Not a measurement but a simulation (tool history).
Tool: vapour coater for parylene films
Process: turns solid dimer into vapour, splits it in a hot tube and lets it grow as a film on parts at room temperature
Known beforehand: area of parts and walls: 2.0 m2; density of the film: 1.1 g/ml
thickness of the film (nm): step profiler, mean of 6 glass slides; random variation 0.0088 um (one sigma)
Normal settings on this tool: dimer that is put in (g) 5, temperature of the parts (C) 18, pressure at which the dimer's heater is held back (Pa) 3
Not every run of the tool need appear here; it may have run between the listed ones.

run	day	dimer that is put in (g)	temperature of the parts (C)	pressure at which the dimer's heater is held back (Pa)	thickness of the film (nm)
1	0	5	18	3	1140
2	1.817	5	18	9.38	884
3	3.779	3	18	3	680
4	5.712	3	18	3	685
5	6.904	5	18	3	1155
6	8.204	5	18	3	1161
7	10.721	5	18	3	1142
8	13.088	5	18	3	1136
9	15.425	5	18	3	1156
10	17.921	5	18	3	1141
11	20.233	5	18	3	1144
12	22.342	5	18	3	1155
13	24.367	5	18	3	1148
14	26.133	5	18	3	1140
15	28.221	5	18	3	1134
16	29.854	5	18	3	1139
17	31.725	5	18	3	1151
18	32.942	6	24	4.91	1002
19	35.371	4	11	2.88	1175
20	36.55	6	14	2.78	1614
21	38.904	5	15	3	1256
22	40.217	5	15	3	1263
23	42.05	9	20	3	1921
24	44.325	9	20	3	1923
25	45.488	5	18	2.39	1197
26	47.596	4	18	5.52	803
27	50.067	4	18	3.76	862
28	51.525	5	14	2.43	1369
29	53.85	3	22	4.86	537
30	55.433	2	19	3.23	438
31	57.983	3	23	9.03	471
32	59.296	3	23	9.03	459
33	61.779	5	24	3.08	911

Not shown here: 2 entries made in the log between runs. Locate each between two listed runs and compare the hidden state at the listed run before it with the hidden state at the listed run after it:
Run 8 -> run 9: trap's valve overhauled (day 14.471)
  vapour lost through the trap's worn valve, %: 0.4 -> 0
Run 32 -> run 33: trap's valve overhauled (day 61.05)
  vapour lost through the trap's worn valve, %: 0.3 -> 0
